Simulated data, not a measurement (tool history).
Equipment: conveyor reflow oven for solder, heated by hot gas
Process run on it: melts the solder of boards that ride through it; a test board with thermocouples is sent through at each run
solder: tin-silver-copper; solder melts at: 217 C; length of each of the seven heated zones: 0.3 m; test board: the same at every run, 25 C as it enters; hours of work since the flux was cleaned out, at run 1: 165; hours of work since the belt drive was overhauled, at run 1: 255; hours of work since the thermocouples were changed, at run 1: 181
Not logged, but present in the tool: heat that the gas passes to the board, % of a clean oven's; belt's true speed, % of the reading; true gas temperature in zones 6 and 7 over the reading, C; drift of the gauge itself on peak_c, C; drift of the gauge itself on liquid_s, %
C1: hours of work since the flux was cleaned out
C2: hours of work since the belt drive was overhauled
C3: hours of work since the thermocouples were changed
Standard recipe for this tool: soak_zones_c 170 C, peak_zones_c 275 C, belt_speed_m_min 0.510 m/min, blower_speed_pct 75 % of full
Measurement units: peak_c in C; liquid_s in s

run 1 hour=0.0 | soak_zones_c=170 peak_zones_c=275 belt_speed_m_min=0.510 blower_speed_pct=75 | C1=165 C2=255 C3=181 | peak_c=258.7 liquid_s=55.4
run 2 hour=10.9 | soak_zones_c=170 peak_zones_c=275 belt_speed_m_min=0.510 blower_speed_pct=75 | C1=171 C2=261 C3=187 | peak_c=258.9 liquid_s=55.6
run 3 hour=23.2 | soak_zones_c=170 peak_zones_c=275 belt_speed_m_min=0.510 blower_speed_pct=75 | C1=177 C2=268 C3=194 | peak_c=258.8 liquid_s=55.4
run 4 hour=39.4 | soak_zones_c=170 peak_zones_c=275 belt_speed_m_min=0.510 blower_speed_pct=75 | C1=186 C2=276 C3=202 | peak_c=259.2 liquid_s=55.8
run 5 hour=51.3 | soak_zones_c=170 peak_zones_c=278 belt_speed_m_min=0.510 blower_speed_pct=75 | C1=192 C2=283 C3=209 | peak_c=261.2 liquid_s=56.7
run 6 hour=66.2 | soak_zones_c=170 peak_zones_c=278 belt_speed_m_min=0.510 blower_speed_pct=75 | C1=200 C2=291 C3=217 | peak_c=261.3 liquid_s=56.9
run 7 hour=74.5 | soak_zones_c=170 peak_zones_c=275 belt_speed_m_min=0.510 blower_speed_pct=75 | C1=205 C2=295 C3=221 | peak_c=258.7 liquid_s=55.5
-- hour=92.5 flux residue cleaned out of gas plates and filters
run 8 hour=95.4 | soak_zones_c=170 peak_zones_c=275 belt_speed_m_min=0.510 blower_speed_pct=75 | C1=2 C2=304 C3=230 | peak_c=258.6 liquid_s=55.4
run 9 hour=108.8 | soak_zones_c=170 peak_zones_c=275 belt_speed_m_min=0.510 blower_speed_pct=75 | C1=9 C2=311 C3=237 | peak_c=258.8 liquid_s=55.6
run 10 hour=116.0 | soak_zones_c=164 peak_zones_c=275 belt_speed_m_min=0.510 blower_speed_pct=75 | C1=13 C2=315 C3=241 | peak_c=258.0 liquid_s=53.1
run 11 hour=125.0 | soak_zones_c=155 peak_zones_c=275 belt_speed_m_min=0.430 blower_speed_pct=75 | C1=18 C2=320 C3=246 | peak_c=262.1 liquid_s=64.6
run 12 hour=132.3 | soak_zones_c=155 peak_zones_c=275 belt_speed_m_min=0.430 blower_speed_pct=75 | C1=21 C2=324 C3=250 | peak_c=262.2 liquid_s=64.5
run 13 hour=143.0 | soak_zones_c=155 peak_zones_c=275 belt_speed_m_min=0.430 blower_speed_pct=75 | C1=27 C2=329 C3=255 | peak_c=262.2 liquid_s=64.4
run 14 hour=156.2 | soak_zones_c=170 peak_zones_c=279 belt_speed_m_min=0.510 blower_speed_pct=75 | C1=34 C2=337 C3=263 | peak_c=262.3 liquid_s=57.6
run 15 hour=164.5 | soak_zones_c=163 peak_zones_c=282 belt_speed_m_min=0.510 blower_speed_pct=75 | C1=39 C2=341 C3=267 | peak_c=263.6 liquid_s=56.2
run 16 hour=175.8 | soak_zones_c=163 peak_zones_c=282 belt_speed_m_min=0.510 blower_speed_pct=75 | C1=45 C2=347 C3=273 | peak_c=263.9 liquid_s=56.4
run 17 hour=187.4 | soak_zones_c=163 peak_zones_c=282 belt_speed_m_min=0.585 blower_speed_pct=75 | C1=51 C2=353 C3=279 | peak_c=258.1 liquid_s=45.7
run 18 hour=200.5 | soak_zones_c=184 peak_zones_c=282 belt_speed_m_min=0.585 blower_speed_pct=75 | C1=58 C2=360 C3=286 | peak_c=262.4 liquid_s=53.6
run 19 hour=211.3 | soak_zones_c=184 peak_zones_c=282 belt_speed_m_min=0.585 blower_speed_pct=75 | C1=64 C2=366 C3=292 | peak_c=262.9 liquid_s=53.5
run 20 hour=228.1 | soak_zones_c=184 peak_zones_c=282 belt_speed_m_min=0.472 blower_speed_pct=62 | C1=73 C2=375 C3=301 | peak_c=266.8 liquid_s=69.1

Hidden condition of the tool, last listed run before each entry between runs versus first listed run after:
Logged between run 7 and run 8: flux residue cleaned out of gas plates and filters (hour 92.5)
  heat that the gas passes to the board, % of a clean oven's: 99.9 -> 100

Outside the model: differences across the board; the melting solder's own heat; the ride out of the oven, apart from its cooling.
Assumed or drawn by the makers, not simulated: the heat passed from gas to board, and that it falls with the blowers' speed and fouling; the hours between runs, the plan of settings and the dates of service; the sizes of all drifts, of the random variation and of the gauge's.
